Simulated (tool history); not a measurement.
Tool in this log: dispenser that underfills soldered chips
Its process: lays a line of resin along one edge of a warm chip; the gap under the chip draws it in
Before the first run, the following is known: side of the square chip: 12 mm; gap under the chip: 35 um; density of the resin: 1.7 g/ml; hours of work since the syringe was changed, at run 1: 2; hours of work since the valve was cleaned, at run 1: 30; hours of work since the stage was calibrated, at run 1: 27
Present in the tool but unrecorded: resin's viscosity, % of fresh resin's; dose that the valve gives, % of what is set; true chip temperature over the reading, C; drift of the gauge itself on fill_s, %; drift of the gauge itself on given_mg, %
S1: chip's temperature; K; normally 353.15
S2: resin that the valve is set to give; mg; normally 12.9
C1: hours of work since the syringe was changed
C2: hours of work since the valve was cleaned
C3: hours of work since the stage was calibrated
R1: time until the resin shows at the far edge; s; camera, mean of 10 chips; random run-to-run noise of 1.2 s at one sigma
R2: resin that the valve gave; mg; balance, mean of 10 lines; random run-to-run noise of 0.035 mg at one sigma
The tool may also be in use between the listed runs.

{"run": 1, "hour": 0.0, "S1": 353.15, "S2": 12.9, "C1": 2, "C2": 30, "C3": 27, "R1": 124.9, "R2": 12.53}
{"run": 2, "hour": 5.8, "S1": 353.15, "S2": 12.9, "C1": 6, "C2": 34, "C3": 31, "R1": 142.3, "R2": 12.47}
{"hour": 14.2, "done": "new syringe of resin"}
{"run": 3, "hour": 14.2, "S1": 344.15, "S2": 12.9, "C1": 0, "C2": 39, "C3": 36, "R1": 160.1, "R2": 12.39}
{"run": 4, "hour": 21.3, "S1": 366.15, "S2": 12.9, "C1": 5, "C2": 44, "C3": 41, "R1": 91.7, "R2": 12.36}
{"run": 5, "hour": 27.3, "S1": 366.15, "S2": 12.9, "C1": 9, "C2": 48, "C3": 45, "R1": 106.1, "R2": 12.31}
{"hour": 31.2, "done": "new syringe of resin"}
{"hour": 32.2, "done": "dispensing valve cleaned and set on the balance"}
{"run": 6, "hour": 37.9, "S1": 366.15, "S2": 12.9, "C1": 4, "C2": 4, "C3": 52, "R1": 89.4, "R2": 12.88}
{"run": 7, "hour": 42.6, "S1": 364.15, "S2": 12.9, "C1": 7, "C2": 7, "C3": 55, "R1": 103.7, "R2": 12.79}
{"hour": 49.1, "done": "new syringe of resin"}
{"run": 8, "hour": 49.5, "S1": 364.15, "S2": 12.9, "C1": 0, "C2": 12, "C3": 59, "R1": 85.5, "R2": 12.81}
{"run": 9, "hour": 54.9, "S1": 353.15, "S2": 12.0, "C1": 4, "C2": 15, "C3": 63, "R1": 134.5, "R2": 11.86}
{"run": 10, "hour": 60.8, "S1": 353.15, "S2": 12.0, "C1": 8, "C2": 19, "C3": 67, "R1": 149.8, "R2": 11.8}
{"hour": 65.9, "done": "new syringe of resin"}
{"run": 11, "hour": 69.6, "S1": 353.15, "S2": 12.0, "C1": 3, "C2": 25, "C3": 73, "R1": 127.0, "R2": 11.72}
{"run": 12, "hour": 74.5, "S1": 359.15, "S2": 15.8, "C1": 6, "C2": 29, "C3": 76, "R1": 112.5, "R2": 15.35}
{"run": 13, "hour": 80.5, "S1": 365.15, "S2": 12.4, "C1": 10, "C2": 33, "C3": 80, "R1": 110.4, "R2": 12.07}
{"hour": 82.5, "done": "new syringe of resin"}
{"run": 14, "hour": 86.0, "S1": 358.15, "S2": 14.6, "C1": 2, "C2": 36, "C3": 84, "R1": 104.5, "R2": 14.09}
{"run": 15, "hour": 94.8, "S1": 343.15, "S2": 14.0, "C1": 8, "C2": 42, "C3": 90, "R1": 204.9, "R2": 13.45}
{"hour": 99.0, "done": "new syringe of resin"}
{"run": 16, "hour": 100.9, "S1": 343.15, "S2": 14.0, "C1": 1, "C2": 46, "C3": 94, "R1": 164.7, "R2": 13.4}
{"run": 17, "hour": 106.0, "S1": 342.15, "S2": 12.6, "C1": 5, "C2": 50, "C3": 97, "R1": 191.2, "R2": 12.03}
{"hour": 108.2, "done": "dispensing valve cleaned and set on the balance"}
{"run": 18, "hour": 110.8, "S1": 352.15, "S2": 13.4, "C1": 7, "C2": 2, "C3": 100, "R1": 148.1, "R2": 13.34}
{"run": 19, "hour": 114.7, "S1": 342.15, "S2": 13.7, "C1": 10, "C2": 4, "C3": 103, "R1": 215.8, "R2": 13.7}
{"hour": 117.0, "done": "new syringe of resin"}
{"run": 20, "hour": 119.2, "S1": 368.15, "S2": 16.4, "C1": 2, "C2": 7, "C3": 106, "R1": 75.8, "R2": 16.36}
{"run": 21, "hour": 123.2, "S1": 351.15, "S2": 15.7, "C1": 4, "C2": 10, "C3": 108, "R1": 136.3, "R2": 15.56}
{"run": 22, "hour": 128.2, "S1": 351.15, "S2": 15.7, "C1": 8, "C2": 14, "C3": 112, "R1": 153.7, "R2": 15.54}

Below are 5 alternative next runs, each starting from the tool's condition after run 22. Predict each:
{"run": "A", "hour": 132.7, "S1": 341.15, "S2": 12.9, "C1": 11, "C2": 17, "C3": 115, "R1": "?", "R2": "?"}
{"run": "B", "hour": 132.7, "S1": 353.15, "S2": 12.6, "C1": 11, "C2": 17, "C3": 115, "R1": "?", "R2": "?"}
{"run": "C", "hour": 132.7, "S1": 339.15, "S2": 12.2, "C1": 11, "C2": 17, "C3": 115, "R1": "?", "R2": "?"}
{"run": "D", "hour": 132.7, "S1": 363.15, "S2": 12.1, "C1": 11, "C2": 17, "C3": 115, "R1": "?", "R2": "?"}
{"run": "E", "hour": 132.7, "S1": 342.15, "S2": 16.4, "C1": 11, "C2": 17, "C3": 115, "R1": "?", "R2": "?"}

run=A R1=235.5 R2=12.74
run=B R1=158.5 R2=12.48
run=C R1=257.5 R2=12.01
run=D R1=120.0 R2=11.91
run=E R1=224.1 R2=16.15
What these runs would have given with no unlogged condition in the tool:
run=A R1=177.4 R2=12.91
run=B R1=119.0 R2=12.64
run=C R1=193.7 R2=12.17
run=D R1=90.1 R2=12.07
run=E R1=169.0 R2=16.37
